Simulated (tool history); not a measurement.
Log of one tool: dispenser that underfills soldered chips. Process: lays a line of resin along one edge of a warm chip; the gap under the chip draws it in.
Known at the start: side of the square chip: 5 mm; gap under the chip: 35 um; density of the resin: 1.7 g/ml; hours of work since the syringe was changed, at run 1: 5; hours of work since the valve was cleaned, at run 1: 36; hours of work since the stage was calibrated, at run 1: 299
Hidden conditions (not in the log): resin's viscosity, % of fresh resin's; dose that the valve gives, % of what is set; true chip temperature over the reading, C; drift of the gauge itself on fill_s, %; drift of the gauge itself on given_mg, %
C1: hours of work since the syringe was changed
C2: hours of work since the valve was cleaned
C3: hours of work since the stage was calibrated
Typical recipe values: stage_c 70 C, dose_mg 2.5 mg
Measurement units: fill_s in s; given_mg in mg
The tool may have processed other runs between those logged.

run 1 day=0 | stage_c=70 dose_mg=2.5 | C1=5 C2=36 C3=299 | fill_s=51.5 given_mg=2.408
-- day=0.225 new syringe of resin
run 2 day=0.296 | stage_c=70 dose_mg=2.5 | C1=1 C2=40 C3=304 | fill_s=41.4 given_mg=2.398
run 3 day=0.562 | stage_c=70 dose_mg=2.5 | C1=6 C2=45 C3=309 | fill_s=53.4 given_mg=2.385
-- day=0.733 new syringe of resin
-- day=0.775 dispensing valve cleaned and set on the balance
run 4 day=1.033 | stage_c=83 dose_mg=2.5 | C1=4 C2=4 C3=316 | fill_s=26.2 given_mg=2.486
-- day=1.292 new syringe of resin
run 5 day=1.304 | stage_c=83 dose_mg=2.5 | C1=0 C2=9 C3=320 | fill_s=20.7 given_mg=2.48
run 6 day=1.729 | stage_c=83 dose_mg=2.35 | C1=7 C2=16 C3=327 | fill_s=31.3 given_mg=2.313
-- day=1.804 new syringe of resin
run 7 day=2.092 | stage_c=70 dose_mg=2.5 | C1=5 C2=22 C3=333 | fill_s=51 given_mg=2.434
-- day=2.304 new syringe of resin
run 8 day=2.367 | stage_c=70 dose_mg=2.25 | C1=1 C2=26 C3=338 | fill_s=41.7 given_mg=2.188
run 9 day=2.65 | stage_c=70 dose_mg=2.25 | C1=6 C2=31 C3=343 | fill_s=55.4 given_mg=2.178
-- day=2.812 new syringe of resin
run 10 day=2.95 | stage_c=70 dose_mg=2.17 | C1=2 C2=36 C3=347 | fill_s=44.5 given_mg=2.104
run 11 day=3.208 | stage_c=70 dose_mg=2.17 | C1=7 C2=40 C3=352 | fill_s=58.2 given_mg=2.089
-- day=3.317 new syringe of resin
-- day=3.683 dispensing valve cleaned and set on the balance
run 12 day=3.683 | stage_c=70 dose_mg=2.17 | C1=6 C2=0 C3=359 | fill_s=54.4 given_mg=2.172
-- day=3.854 new syringe of resin
run 13 day=4.171 | stage_c=70 dose_mg=2.17 | C1=5 C2=8 C3=367 | fill_s=53.2 given_mg=2.15
-- day=4.367 new syringe of resin
run 14 day=4.579 | stage_c=70 dose_mg=2.21 | C1=4 C2=15 C3=374 | fill_s=48 given_mg=2.167
-- day=4.867 new syringe of resin
run 15 day=4.933 | stage_c=70 dose_mg=2.5 | C1=1 C2=21 C3=379 | fill_s=41 given_mg=2.45
-- day=5.362 new syringe of resin
run 16 day=5.362 | stage_c=70 dose_mg=2.76 | C1=0 C2=28 C3=387 | fill_s=39 given_mg=2.682
run 17 day=5.8 | stage_c=70 dose_mg=2.5 | C1=7 C2=35 C3=394 | fill_s=60.2 given_mg=2.409
-- day=5.875 new syringe of resin
run 18 day=6.088 | stage_c=70 dose_mg=2.5 | C1=4 C2=40 C3=399 | fill_s=47.8 given_mg=2.401
run 19 day=6.296 | stage_c=74 dose_mg=3.19 | C1=7 C2=43 C3=402 | fill_s=46.1 given_mg=3.053
-- day=6.412 new syringe of resin
-- day=6.612 dispensing valve cleaned and set on the balance
run 20 day=6.762 | stage_c=78 dose_mg=2.14 | C1=5 C2=3 C3=409 | fill_s=35.3 given_mg=2.13
-- day=6.954 new syringe of resin
run 21 day=7.258 | stage_c=71 dose_mg=2.5 | C1=5 C2=11 C3=417 | fill_s=50.8 given_mg=2.478
-- day=7.45 new syringe of resin
run 22 day=7.6 | stage_c=75 dose_mg=2.29 | C1=3 C2=16 C3=423 | fill_s=34.5 given_mg=2.267
run 23 day=7.842 | stage_c=56 dose_mg=2.48 | C1=7 C2=20 C3=427 | fill_s=120.4 given_mg=2.421
-- day=7.958 new syringe of resin
run 24 day=8.321 | stage_c=56 dose_mg=2.48 | C1=6 C2=28 C3=435 | fill_s=115.4 given_mg=2.421
-- day=8.471 new syringe of resin
run 25 day=8.746 | stage_c=78 dose_mg=3.09 | C1=5 C2=35 C3=442 | fill_s=33.4 given_mg=2.991
-- day=8.967 new syringe of resin
run 26 day=9.1 | stage_c=70 dose_mg=2.26 | C1=2 C2=41 C3=448 | fill_s=43.2 given_mg=2.173
run 27 day=9.304 | stage_c=81 dose_mg=2.36 | C1=6 C2=44 C3=451 | fill_s=30.8 given_mg=2.266
-- day=9.475 new syringe of resin
-- day=9.538 dispensing valve cleaned and set on the balance
run 28 day=9.758 | stage_c=81 dose_mg=2.36 | C1=4 C2=4 C3=458 | fill_s=26.8 given_mg=2.356
run 29 day=9.971 | stage_c=64 dose_mg=2.81 | C1=8 C2=7 C3=461 | fill_s=79.8 given_mg=2.798
-- day=10.017 new syringe of resin
-- day=10.242 stage's temperature calibrated
run 30 day=10.425 | stage_c=69 dose_mg=2.93 | C1=6 C2=14 C3=3 | fill_s=60.7 given_mg=2.873
-- day=10.571 new syringe of resin
run 31 day=10.842 | stage_c=69 dose_mg=2.24 | C1=5 C2=21 C3=10 | fill_s=57 given_mg=2.192
-- day=11.083 new syringe of resin
run 32 day=11.233 | stage_c=69 dose_mg=2.5 | C1=3 C2=27 C3=16 | fill_s=50.6 given_mg=2.429
-- day=11.621 new syringe of resin
run 33 day=11.65 | stage_c=84 dose_mg=3.17 | C1=0 C2=34 C3=23 | fill_s=20.5 given_mg=3.073
run 34 day=12.033 | stage_c=83 dose_mg=2.93 | C1=7 C2=41 C3=30 | fill_s=31.2 given_mg=2.827

Take each entry between the runs: how does the hidden state at the last listed run before it differ from the hidden state at the first listed run after it?
Between runs 1 and 2: new syringe of resin (day 0.225)
  resin's viscosity, % of fresh resin's: 133.1 -> 104.7; dose that the valve gives, % of what is set: 96.58 -> 96.14; true chip temperature over the reading, C: 0.74 -> 0.75
  measured result minus the result with no hidden state, fill_s: +11.5 -> +0.4 s; given_mg: -0.086 -> -0.097 mg
Between runs 3 and 4: new syringe of resin (day 0.733); dispensing valve cleaned and set on the balance (day 0.775)
  resin's viscosity, % of fresh resin's: 135.5 -> 127.4; dose that the valve gives, % of what is set: 95.69 -> 99.53; true chip temperature over the reading, C: 0.76 -> 0.78
  measured result minus the result with no hidden state, fill_s: +12.6 -> +4.8 s; given_mg: -0.107 -> -0.012 mg
Between runs 4 and 5: new syringe of resin (day 1.292)
  resin's viscosity, % of fresh resin's: 127.4 -> 100.8; dose that the valve gives, % of what is set: 99.53 -> 99.13; true chip temperature over the reading, C: 0.78 -> 0.8
  measured result minus the result with no hidden state, fill_s: +4.8 -> -0.7 s; given_mg: -0.012 -> -0.021 mg
Between runs 6 and 7: new syringe of resin (day 1.804)
  resin's viscosity, % of fresh resin's: 151.6 -> 130.9; dose that the valve gives, % of what is set: 98.47 -> 97.98; true chip temperature over the reading, C: 0.81 -> 0.83
  measured result minus the result with no hidden state, fill_s: +9.8 -> +10.4 s; given_mg: -0.036 -> -0.051 mg
Between runs 7 and 8: new syringe of resin (day 2.304)
  resin's viscosity, % of fresh resin's: 130.9 -> 106.8; dose that the valve gives, % of what is set: 97.98 -> 97.56; true chip temperature over the reading, C: 0.83 -> 0.84
  measured result minus the result with no hidden state, fill_s: +10.4 -> +1.1 s; given_mg: -0.051 -> -0.055 mg
Between runs 9 and 10: new syringe of resin (day 2.812)
  resin's viscosity, % of fresh resin's: 140 -> 113.1; dose that the valve gives, % of what is set: 97.13 -> 96.67; true chip temperature over the reading, C: 0.86 -> 0.87
  measured result minus the result with no hidden state, fill_s: +14.2 -> +3.6 s; given_mg: -0.065 -> -0.073 mg
Between runs 11 and 12: new syringe of resin (day 3.317); dispensing valve cleaned and set on the balance (day 3.683)
  resin's viscosity, % of fresh resin's: 145 -> 138.2; dose that the valve gives, % of what is set: 96.26 -> 99.78; true chip temperature over the reading, C: 0.88 -> 0.9
  measured result minus the result with no hidden state, fill_s: +16.5 -> +13.1 s; given_mg: -0.082 -> -0.005 mg
Between runs 12 and 13: new syringe of resin (day 3.854)
  resin's viscosity, % of fresh resin's: 138.2 -> 133.6; dose that the valve gives, % of what is set: 99.78 -> 99.04; true chip temperature over the reading, C: 0.9 -> 0.92
  measured result minus the result with no hidden state, fill_s: +13.1 -> +11.3 s; given_mg: -0.005 -> -0.021 mg
Between runs 13 and 14: new syringe of resin (day 4.367)
  resin's viscosity, % of fresh resin's: 133.6 -> 121.8; dose that the valve gives, % of what is set: 99.04 -> 98.4; true chip temperature over the reading, C: 0.92 -> 0.94
  measured result minus the result with no hidden state, fill_s: +11.3 -> +6.7 s; given_mg: -0.021 -> -0.035 mg
Between runs 14 and 15: new syringe of resin (day 4.867)
  resin's viscosity, % of fresh resin's: 121.8 -> 106.2; dose that the valve gives, % of what is set: 98.4 -> 97.88; true chip temperature over the reading, C: 0.94 -> 0.96
  measured result minus the result with no hidden state, fill_s: +6.7 -> +0.5 s; given_mg: -0.035 -> -0.053 mg
Between runs 15 and 16: new syringe of resin (day 5.362)
  resin's viscosity, % of fresh resin's: 106.2 -> 101.4; dose that the valve gives, % of what is set: 97.88 -> 97.21; true chip temperature over the reading, C: 0.96 -> 0.98
  measured result minus the result with no hidden state, fill_s: +0.5 -> -1.4 s; given_mg: -0.053 -> -0.077 mg
Between runs 17 and 18: new syringe of resin (day 5.875)
  resin's viscosity, % of fresh resin's: 154.2 -> 122.5; dose that the valve gives, % of what is set: 96.54 -> 96.1; true chip temperature over the reading, C: 1 -> 1.01
  measured result minus the result with no hidden state, fill_s: +19.2 -> +6.8 s; given_mg: -0.087 -> -0.097 mg
Between runs 19 and 20: new syringe of resin (day 6.412); dispensing valve cleaned and set on the balance (day 6.612)
  resin's viscosity, % of fresh resin's: 149.6 -> 132.7; dose that the valve gives, % of what is set: 95.73 -> 100; true chip temperature over the reading, C: 1.02 -> 1.04
  measured result minus the result with no hidden state, fill_s: +13.8 -> +7.2 s; given_mg: -0.136 -> +0 mg
Between runs 20 and 21: new syringe of resin (day 6.954)
  resin's viscosity, % of fresh resin's: 132.7 -> 136.5; dose that the valve gives, % of what is set: 100 -> 99.2; true chip temperature over the reading, C: 1.04 -> 1.07
  measured result minus the result with no hidden state, fill_s: +7.2 -> +11.4 s; given_mg: +0 -> -0.02 mg
Between runs 21 and 22: new syringe of resin (day 7.45)
  resin's viscosity, % of fresh resin's: 136.5 -> 114.6; dose that the valve gives, % of what is set: 99.2 -> 98.71; true chip temperature over the reading, C: 1.07 -> 1.08
  measured result minus the result with no hidden state, fill_s: +11.4 -> +2.8 s; given_mg: -0.02 -> -0.029 mg
Between runs 23 and 24: new syringe of resin (day 7.958)
  resin's viscosity, % of fresh resin's: 144.5 -> 140.1; dose that the valve gives, % of what is set: 98.3 -> 97.52; true chip temperature over the reading, C: 1.09 -> 1.12
  measured result minus the result with no hidden state, fill_s: +31.7 -> +27.9 s; given_mg: -0.042 -> -0.061 mg
Between runs 24 and 25: new syringe of resin (day 8.471)
  resin's viscosity, % of fresh resin's: 140.1 -> 130.7; dose that the valve gives, % of what is set: 97.52 -> 96.84; true chip temperature over the reading, C: 1.12 -> 1.14
  measured result minus the result with no hidden state, fill_s: +27.9 -> +6.2 s; given_mg: -0.061 -> -0.098 mg
Between runs 25 and 26: new syringe of resin (day 8.967)
  resin's viscosity, % of fresh resin's: 130.7 -> 111.5; dose that the valve gives, % of what is set: 96.84 -> 96.34; true chip temperature over the reading, C: 1.14 -> 1.15
  measured result minus the result with no hidden state, fill_s: +6.2 -> +2.2 s; given_mg: -0.098 -> -0.082 mg
Between runs 27 and 28: new syringe of resin (day 9.475); dispensing valve cleaned and set on the balance (day 9.538)
  resin's viscosity, % of fresh resin's: 135.3 -> 124.1; dose that the valve gives, % of what is set: 95.99 -> 99.55; true chip temperature over the reading, C: 1.16 -> 1.18
  measured result minus the result with no hidden state, fill_s: +6.7 -> +4 s; given_mg: -0.095 -> -0.011 mg
Between runs 29 and 30: new syringe of resin (day 10.017); stage's temperature calibrated (day 10.242)
  resin's viscosity, % of fresh resin's: 151.9 -> 141.6; dose that the valve gives, % of what is set: 99.19 -> 98.53; true chip temperature over the reading, C: 1.19 -> -0.12
  measured result minus the result with no hidden state, fill_s: +23.8 -> +18.2 s; given_mg: -0.023 -> -0.043 mg
Between runs 30 and 31: new syringe of resin (day 10.571)
  resin's viscosity, % of fresh resin's: 141.6 -> 128.1; dose that the valve gives, % of what is set: 98.53 -> 97.91; true chip temperature over the reading, C: -0.12 -> -0.1
  measured result minus the result with no hidden state, fill_s: +18.2 -> +12.8 s; given_mg: -0.043 -> -0.047 mg
Between runs 31 and 32: new syringe of resin (day 11.083)
  resin's viscosity, % of fresh resin's: 128.1 -> 116.9; dose that the valve gives, % of what is set: 97.91 -> 97.27; true chip temperature over the reading, C: -0.1 -> -0.08
  measured result minus the result with no hidden state, fill_s: +12.8 -> +7.6 s; given_mg: -0.047 -> -0.068 mg
Between runs 32 and 33: new syringe of resin (day 11.621)
  resin's viscosity, % of fresh resin's: 116.9 -> 101.6; dose that the valve gives, % of what is set: 97.27 -> 96.61; true chip temperature over the reading, C: -0.08 -> -0.06
  measured result minus the result with no hidden state, fill_s: +7.6 -> +0.4 s; given_mg: -0.068 -> -0.108 mg

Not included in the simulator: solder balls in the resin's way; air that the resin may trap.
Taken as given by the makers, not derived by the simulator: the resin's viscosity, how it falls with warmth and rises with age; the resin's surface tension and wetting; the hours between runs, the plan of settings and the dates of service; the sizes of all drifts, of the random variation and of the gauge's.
